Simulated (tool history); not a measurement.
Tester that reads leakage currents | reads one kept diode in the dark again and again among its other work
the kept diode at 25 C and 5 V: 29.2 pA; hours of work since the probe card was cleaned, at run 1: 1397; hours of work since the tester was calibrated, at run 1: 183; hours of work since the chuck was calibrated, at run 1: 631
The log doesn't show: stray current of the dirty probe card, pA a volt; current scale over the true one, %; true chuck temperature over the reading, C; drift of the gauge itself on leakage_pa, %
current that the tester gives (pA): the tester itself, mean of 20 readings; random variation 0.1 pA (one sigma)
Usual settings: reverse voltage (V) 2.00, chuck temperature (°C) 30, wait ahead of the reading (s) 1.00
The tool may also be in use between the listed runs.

run    hour  reverse voltage (V)  chuck temperature (°C)  wait ahead of the reading (s)  hours of work since the probe card was cleaned  hours of work since the tester was calibrated  hours of work since the chuck was calibrated  current that the tester gives (pA)
  1     0.0                 2.00                      30                           1.00                                            1397                                            183                                           631                               27.86
  2    98.6                 2.00                      30                           1.00                                            1438                                            223                                           671                               27.77
  3   165.9                 2.00                      30                           1.00                                            1465                                            251                                           698                               27.63
  4   277.0                 2.00                      30                           1.00                                            1510                                            296                                           743                               27.30
      304.1  -- chuck's temperature calibrated
  5   380.3                 2.00                      30                           1.00                                            1551                                            337                                            31                               31.84
  6   494.2                 1.16                      30                           1.00                                            1597                                            383                                            77                               24.91
  7   558.3                 1.16                      30                           1.00                                            1623                                            409                                           103                               24.69
  8   665.7                 1.16                      30                           1.00                                            1667                                            453                                           147                               24.48
  9   713.7                 1.16                      30                           1.00                                            1687                                            472                                           166                               24.59
 10   812.4                 1.16                      30                           1.00                                            1727                                            512                                           207                               24.40
 11   878.3                 1.16                      30                           1.00                                            1753                                            539                                           233                               24.24
 12   963.4                 1.16                      30                           1.00                                            1788                                            574                                           268                               24.14
 13  1025.9                 1.16                      30                           1.00                                            1813                                            599                                           293                               24.04
 14  1104.1                14.83                      30                           1.00                                            1845                                            631                                           325                               82.53
 15  1172.4                14.83                      30                           1.00                                            1873                                            659                                           353                               82.26
 16  1227.5                14.30                      30                           1.00                                            1895                                            681                                           375                               80.16
     1245.3  -- probe card cleaned and baked
 17  1302.9                14.30                      30                           1.00                                              23                                            710                                           405                               87.65
 18  1351.0                14.30                      30                           1.00                                              43                                            730                                           424                               87.42
 19  1435.8                12.22                      30                           1.00                                              77                                            764                                           459                               79.66
 20  1529.3                 2.00                      46                           1.00                                             115                                            802                                           497                               88.71
 21  1635.3                10.17                      54                           5.00                                             158                                            846                                           540                              298.31
     1666.0  -- probe card cleaned and baked, once more
 22  1720.2                10.17                      26                           5.00                                              22                                            879                                           573                               38.69
 23  1806.9                 2.37                      43                           2.56                                              57                                            914                                           608                               73.06
 24  1856.3                 2.37                      43                           2.56                                              77                                            934                                           628                               72.14
 25  1917.6                 2.00                      30                           6.05                                             102                                            959                                           653                               26.30
 26  1977.2                 2.00                      24                           5.14                                             126                                            983                                           677                               16.42
 27  2048.0                 6.80                      23                           1.12                                             155                                           1012                                           706                               26.83
 28  2148.5                 6.80                      23                           1.12                                             196                                           1053                                           747                               26.85
     2166.7  -- chuck's temperature calibrated
 29  2210.3                17.62                      30                           3.00                                             220                                           1077                                            18                               74.69
 30  2268.4                17.62                      30                           3.00                                             244                                           1101                                            41                               74.67
 31  2354.1                17.62                      30                           3.00                                             279                                           1136                                            76                               74.37
 32  2425.9                17.62                      30                           3.00                                             308                                           1165                                           105                               74.70
 33  2534.7                10.21                      33                           0.72                                             352                                           1209                                           150                               75.05
 34  2599.5                10.21                      33                           0.72                                             378                                           1235                                           176                               74.79
 35  2698.1                10.21                      33                           1.53                                             419                                           1275                                           216                               72.32
 36  2787.2                10.21                      42                           2.75                                             455                                           1311                                           252                              133.29
 37  2860.1                10.21                      42                           5.95                                             484                                           1341                                           282                              130.89
 38  2947.0                10.21                      42                           5.95                                             520                                           1376                                           317                              130.74
 39  3003.0                 1.19                      41                           4.83                                             542                                           1399                                           340                               49.67
 40  3101.5                 5.20                      43                           3.48                                             582                                           1439                                           380                              104.42

Forecast each of these 4 alternatives for the next run:
  A  3184.7                 1.49                      23                           3.48                                             616                                           1473                                           414                                   ?
  B  3184.7                15.20                      34                           6.81                                             616                                           1473                                           414                                   ?
  C  3184.7                 2.00                      30                           5.16                                             616                                           1473                                           414                                   ?
  D  3184.7                 2.00                      30                           1.44                                             616                                           1473                                           414                                   ?

run  current that the tester gives (pA)
  A                               14.44
  B                               88.57
  C                               27.53
  D                               27.85
Without the tool's hidden state the same runs would have given:
run  current that the tester gives (pA)
  A                               15.43
  B                               91.77
  C                               29.59
  D                               29.92
